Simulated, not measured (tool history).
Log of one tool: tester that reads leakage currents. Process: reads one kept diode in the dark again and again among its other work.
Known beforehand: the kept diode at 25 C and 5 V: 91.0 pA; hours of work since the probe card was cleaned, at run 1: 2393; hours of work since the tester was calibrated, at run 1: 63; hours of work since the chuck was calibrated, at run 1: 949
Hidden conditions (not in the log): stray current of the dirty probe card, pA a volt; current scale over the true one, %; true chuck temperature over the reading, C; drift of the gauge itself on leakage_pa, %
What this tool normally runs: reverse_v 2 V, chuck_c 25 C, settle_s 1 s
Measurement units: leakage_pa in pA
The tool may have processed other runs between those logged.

| run | hour | reverse_v | chuck_c | settle_s | hours of work since the probe card was cleaned | hours of work since the tester was calibrated | hours of work since the chuck was calibrated | leakage_pa |
|---|---|---|---|---|---|---|---|---|
| 1 | 0 | 2 | 25 | 1 | 2393 | 63 | 949 | 61.91 |
| 2 | 68.2 | 2 | 25 | 1 | 2435 | 105 | 991 | 61.96 |
| 3 | 191 | 2 | 30 | 1 | 2510 | 181 | 1067 | 91.09 |
| 4 | 298.4 | 2 | 30 | 1 | 2577 | 247 | 1133 | 91.28 |
| 5 | 377.4 | 2 | 22 | 1 | 2625 | 296 | 1182 | 49.69 |
| 6 | 484.1 | 2 | 22 | 1 | 2691 | 361 | 1247 | 49.79 |
| 7 | 556.6 | 2 | 22 | 1 | 2736 | 406 | 1292 | 50.55 |
| 8 | 649 | 2 | 22 | 1 | 2793 | 463 | 1349 | 50.15 |
| 9 | 762.9 | 2 | 22 | 1 | 2863 | 533 | 1419 | 50.52 |
| 10 | 896.6 | 3.56 | 22 | 1 | 2945 | 616 | 1502 | 71.57 |
| 11 | 1024.4 | 3.56 | 22 | 1 | 3024 | 694 | 1580 | 71.99 |
| 12 | 1136.5 | 4.14 | 25 | 1 | 3093 | 764 | 1650 | 98.03 |
| 13 | 1224.7 | 4.14 | 25 | 1 | 3148 | 818 | 1704 | 98.83 |
| 14 | 1335.8 | 14.89 | 25 | 1 | 3216 | 886 | 1772 | 215.7 |
| 15 | 1452.8 | 2 | 25 | 1.7 | 3288 | 959 | 1845 | 64.64 |
| 16 | 1571.7 | 2 | 25 | 1.7 | 3361 | 1032 | 1918 | 65.08 |
| 17 | 1658.9 | 2 | 25 | 1.7 | 3415 | 1086 | 1972 | 65.56 |
| 18 | 1782.6 | 2 | 25 | 1.7 | 3491 | 1162 | 2048 | 65.29 |
| 19 | 1882.7 | 2 | 25 | 1.7 | 3553 | 1224 | 2110 | 65.93 |
| 20 | 1936.7 | 4.71 | 25 | 1.7 | 3586 | 1257 | 2143 | 108.34 |
|  | 1981.1 | probe card cleaned and baked |
| 21 | 2010.6 | 16.86 | 41 | 0.74 | 18 | 1301 | 2187 | 660.82 |
| 22 | 2119.4 | 16.86 | 41 | 0.74 | 85 | 1368 | 2254 | 660.73 |
| 23 | 2223.7 | 2.42 | 35 | 0.57 | 150 | 1432 | 2318 | 149.38 |
| 24 | 2309.1 | 5.38 | 20 | 0.57 | 202 | 1485 | 2371 | 71.29 |
| 25 | 2414.7 | 2 | 50 | 1 | 267 | 1550 | 2436 | 403.32 |
|  | 2514.2 | chuck's temperature calibrated |
| 26 | 2522.7 | 1.45 | 22 | 0.39 | 333 | 1615 | 5 | 38.26 |
| 27 | 2596.5 | 1.45 | 37 | 0.39 | 378 | 1661 | 51 | 123.02 |
| 28 | 2676.6 | 1.45 | 37 | 0.39 | 427 | 1710 | 100 | 123.15 |
| 29 | 2807.6 | 1.45 | 37 | 0.39 | 508 | 1791 | 181 | 123.66 |
| 30 | 2884.4 | 1.45 | 37 | 0.39 | 556 | 1838 | 228 | 123.52 |
| 31 | 2996.5 | 1.45 | 37 | 0.39 | 625 | 1907 | 297 | 124.1 |
| 32 | 3054.3 | 1.15 | 25 | 1 | 660 | 1943 | 333 | 42.84 |
| 33 | 3146.4 | 7.75 | 34 | 0.71 | 717 | 2000 | 390 | 246.01 |
| 34 | 3202.3 | 7.75 | 34 | 0.71 | 752 | 2034 | 424 | 247.27 |
| 35 | 3265.9 | 1.56 | 54 | 2.55 | 791 | 2073 | 463 | 437.15 |
| 36 | 3328.1 | 1.56 | 54 | 2.55 | 829 | 2112 | 502 | 439.77 |
| 37 | 3426.6 | 5.24 | 23 | 3.52 | 890 | 2172 | 562 | 84.16 |
| 38 | 3527.9 | 5.24 | 23 | 3.52 | 952 | 2235 | 625 | 85.33 |
| 39 | 3615 | 2 | 25 | 0.53 | 1006 | 2288 | 679 | 59.72 |

For some of the steps in leakage_pa from one run to the next: how much would appear even if the tool had no hidden state, given the settings, what came in and random variation, and how much remains for the hidden state plus any gauge scatter that the measured result and the result without hidden state don't share?
Run 13 -> 14: reverse_v 4.14 -> 14.89. leakage_pa +116.87 pA: hidden state +31.96, all else +84.91.
Run 14 -> 15: reverse_v 14.89 -> 2, settle_s 1 -> 1.7. leakage_pa -151.06 pA: hidden state -38.23, all else -112.83.
Run 20 -> 21: reverse_v 4.71 -> 16.86, chuck_c 25 -> 41, settle_s 1.7 -> 0.74, probe card cleaned and baked. leakage_pa +552.48 pA: hidden state +24.3, all else +528.18.
Run 22 -> 23: reverse_v 16.86 -> 2.42, chuck_c 41 -> 35, settle_s 0.74 -> 0.57. leakage_pa -511.35 pA: hidden state -35.02, all else -476.33.
Run 25 -> 26: reverse_v 2 -> 1.45, chuck_c 50 -> 22, settle_s 1 -> 0.39, chuck's temperature calibrated. leakage_pa -365.06 pA: hidden state -28.64, all else -336.42.
